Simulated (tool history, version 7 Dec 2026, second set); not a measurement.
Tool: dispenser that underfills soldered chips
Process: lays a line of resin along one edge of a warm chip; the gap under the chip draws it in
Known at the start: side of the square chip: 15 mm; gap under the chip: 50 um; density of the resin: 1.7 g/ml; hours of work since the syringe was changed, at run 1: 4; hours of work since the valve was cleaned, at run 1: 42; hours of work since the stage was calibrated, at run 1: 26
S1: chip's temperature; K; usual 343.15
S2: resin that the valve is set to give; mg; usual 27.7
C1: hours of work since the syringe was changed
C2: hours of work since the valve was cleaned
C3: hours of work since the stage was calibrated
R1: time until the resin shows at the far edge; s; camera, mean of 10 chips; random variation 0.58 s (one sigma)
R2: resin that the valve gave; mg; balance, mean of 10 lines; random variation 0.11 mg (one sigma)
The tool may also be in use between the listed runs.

run	hour	S1	S2	C1	C2	C3	R1	R2
1	0.0	343.15	27.7	4	42	26	60.6	26.43
# hour 4.7: new syringe of resin
2	5.6	343.15	27.7	1	46	30	50.4	26.32
3	10.5	343.15	26.6	5	50	34	64.3	25.43
# hour 14.3: new syringe of resin
# hour 18.4: dispensing valve cleaned and set on the balance
4	18.4	343.15	26.6	2	0	39	56.8	26.68
# hour 24.6: new syringe of resin
5	27.2	343.15	26.6	2	7	46	54.9	26.54
# hour 33.8: new syringe of resin
6	36.3	343.15	27.7	2	13	53	54.3	27.38
# hour 43.7: new syringe of resin
7	44.4	343.15	23.7	1	20	59	52.8	23.49
# hour 53.3: new syringe of resin
8	53.8	333.15	27.7	0	27	66	86.4	27.13
# hour 63.0: new syringe of resin
9	63.0	343.15	27.7	0	34	73	48.6	26.95
10	70.0	357.15	27.7	5	39	79	31.9	26.65
# hour 72.7: new syringe of resin
11	76.6	343.15	24.4	3	44	83	60.0	23.38
12	80.8	343.15	24.4	6	47	87	73.5	23.35
# hour 81.9: new syringe of resin
13	88.2	343.15	27.7	5	53	92	64.2	26.26
# hour 91.4: new syringe of resin
# hour 93.2: dispensing valve cleaned and set on the balance
14	94.0	344.15	27.7	1	1	96	48.9	27.71
# hour 102.3: new syringe of resin
15	102.3	344.15	28.3	0	7	102	44.9	28.06
# hour 111.6: new syringe of resin
16	111.7	344.15	28.3	0	14	109	43.5	27.89
17	116.7	344.15	28.3	4	18	113	55.7	27.76
# hour 121.0: new syringe of resin
18	122.9	330.15	32.2	1	23	118	103.7	31.40
# hour 130.6: new syringe of resin
19	132.4	352.15	29.1	1	30	125	31.8	28.41
# hour 139.8: new syringe of resin
20	142.2	329.15	35.3	2	37	132	111.6	33.82
# hour 149.4: new syringe of resin
21	151.1	339.15	25.2	1	44	139	65.7	24.00
22	155.3	349.15	23.8	5	47	142	49.8	22.70
# hour 158.6: new syringe of resin
23	162.0	349.15	28.5	3	52	147	39.6	26.96
# hour 167.4: dispensing valve cleaned and set on the balance
# hour 169.1: new syringe of resin
24	170.7	349.15	28.5	1	2	153	37.2	28.28
25	175.9	347.15	25.8	5	6	157	53.8	25.50
# hour 178.9: new syringe of resin
26	181.8	339.15	27.4	2	11	162	65.8	27.04
# hour 188.2: new syringe of resin
27	190.6	333.15	35.3	2	17	168	86.3	34.51
# hour 197.7: new syringe of resin
28	200.8	333.15	35.3	2	25	176	91.4	34.17
# hour 206.9: new syringe of resin
29	207.1	333.15	35.3	0	30	181	79.8	34.02
# hour 216.3: new syringe of resin
30	216.3	357.15	24.2	0	37	188	22.6	23.33
31	223.4	354.15	24.5	6	42	193	38.1	23.39
# hour 226.2: new syringe of resin
32	231.2	348.15	31.3	4	48	199	45.2	29.82
# hour 235.3: new syringe of resin
33	236.2	348.15	31.3	1	52	203	35.6	29.59
# hour 242.0: dispensing valve cleaned and set on the balance
# hour 245.7: new syringe of resin
34	246.5	348.15	31.3	1	3	210	34.4	31.22

Hidden state or all else? Some run-to-run changes of R1, split into what the settings, what came in and random variation would give without the hidden state, and what is left for the hidden state (with any gauge scatter that isn't in both results):
The hidden state here: resin's viscosity, % of fresh resin's; dose that the valve gives, % of what is set; true chip temperature over the reading, C; drift of the gauge itself on fill_s, %; drift of the gauge itself on given_mg, %.
Run 2 -> 3: S2 27.7 -> 26.6. R1 +13.9 s: hidden state +13.5, all else +0.4.
Run 11 -> 12: no setting changed, nothing entered. R1 +13.5 s: hidden state +13.5, all else +0.0.
Run 13 -> 14: S1 343.15 -> 344.15, new syringe of resin, dispensing valve cleaned and set on the balance. R1 -15.3 s: hidden state -13.8, all else -1.5.
Run 18 -> 19: S1 330.15 -> 352.15, S2 32.2 -> 29.1, new syringe of resin. R1 -71.9 s: hidden state -2.2, all else -69.7.
Run 19 -> 20: S1 352.15 -> 329.15, S2 29.1 -> 35.3, new syringe of resin. R1 +79.8 s: hidden state +4.0, all else +75.8.
Run 29 -> 30: S1 333.15 -> 357.15, S2 35.3 -> 24.2, new syringe of resin. R1 -57.2 s: hidden state +4.4, all else -61.6.

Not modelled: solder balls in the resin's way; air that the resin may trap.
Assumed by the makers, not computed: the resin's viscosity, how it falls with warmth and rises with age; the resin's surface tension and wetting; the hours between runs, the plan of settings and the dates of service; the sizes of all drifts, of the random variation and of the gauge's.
